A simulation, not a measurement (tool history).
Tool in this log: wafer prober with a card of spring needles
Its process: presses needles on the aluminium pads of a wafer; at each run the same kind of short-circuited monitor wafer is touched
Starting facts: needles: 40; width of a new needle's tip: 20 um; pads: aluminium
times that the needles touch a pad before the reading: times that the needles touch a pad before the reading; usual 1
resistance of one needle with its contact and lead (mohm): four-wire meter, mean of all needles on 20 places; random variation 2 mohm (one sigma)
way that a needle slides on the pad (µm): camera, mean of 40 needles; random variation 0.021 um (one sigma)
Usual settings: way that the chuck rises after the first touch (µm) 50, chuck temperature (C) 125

run,hour,way that the chuck rises after the first touch (µm),chuck temperature (C),times that the needles touch a pad before the reading,resistance of one needle with its contact and lead (mohm),way that a needle slides on the pad (µm)
1,0.0,50,125,1,512,6.29
# hour 2.0: tips cleaned on abrasive film
2,10.4,50,125,1,674,6.25
# hour 12.2: tips cleaned on abrasive film
3,19.2,50,125,1,499,6.25
# hour 22.6: tips cleaned on abrasive film
4,25.8,50,125,1,376,6.22
# hour 33.1: tips cleaned on abrasive film
5,33.7,50,125,1,270,6.23
6,41.7,56,125,1,443,6.98
# hour 43.6: tips cleaned on abrasive film
# hour 54.0: tips cleaned on abrasive film
7,55.5,56,125,1,289,6.95
8,61.2,56,125,1,433,6.97
# hour 64.6: tips cleaned on abrasive film
9,70.5,56,125,1,409,6.96
# hour 74.9: tips cleaned on abrasive film
# hour 75.7: tips cleaned on abrasive film, once more
10,84.4,50,35,1,548,6.15
# hour 86.5: tips cleaned on abrasive film
11,92.1,50,125,1,464,6.20
# hour 96.6: tips cleaned on abrasive film
12,105.3,50,125,1,526,6.12
# hour 107.2: tips cleaned on abrasive film
13,115.0,50,125,2,394,6.11
# hour 117.3: tips cleaned on abrasive film
14,126.9,30,26,1,1324,3.62
# hour 128.3: tips cleaned on abrasive film
15,135.5,30,26,1,1180,3.60
# hour 138.4: tips cleaned on abrasive film
16,147.5,32,41,2,782,3.84
# hour 149.3: tips cleaned on abrasive film
17,155.4,33,29,2,624,4.01
# hour 160.4: tips cleaned on abrasive film
18,162.1,50,36,1,335,6.14
19,169.2,50,36,1,576,6.11

Below, some changes in resistance of one needle with its contact and lead (mohm) between adjacent runs. For each, the amount present without the hidden state too (settings, incoming material, random variation) and the amount remaining for the hidden state with gauge scatter not shared by both compared results:
The tool's hidden condition here consists of: debris on the tips, nm; way that the needles fall short of the set height, um; tips' diameter, um; drift of the gauge itself on contact_mohm, %; drift of the gauge itself on scrub_um, %.
Run 13 -> 14: way that the chuck rises after the first touch (µm) 50 -> 30, chuck temperature (C) 125 -> 26, times that the needles touch a pad before the reading 2 -> 1, tips cleaned on abrasive film. resistance of one needle with its contact and lead (mohm) +930: hidden state +939, all else -9.

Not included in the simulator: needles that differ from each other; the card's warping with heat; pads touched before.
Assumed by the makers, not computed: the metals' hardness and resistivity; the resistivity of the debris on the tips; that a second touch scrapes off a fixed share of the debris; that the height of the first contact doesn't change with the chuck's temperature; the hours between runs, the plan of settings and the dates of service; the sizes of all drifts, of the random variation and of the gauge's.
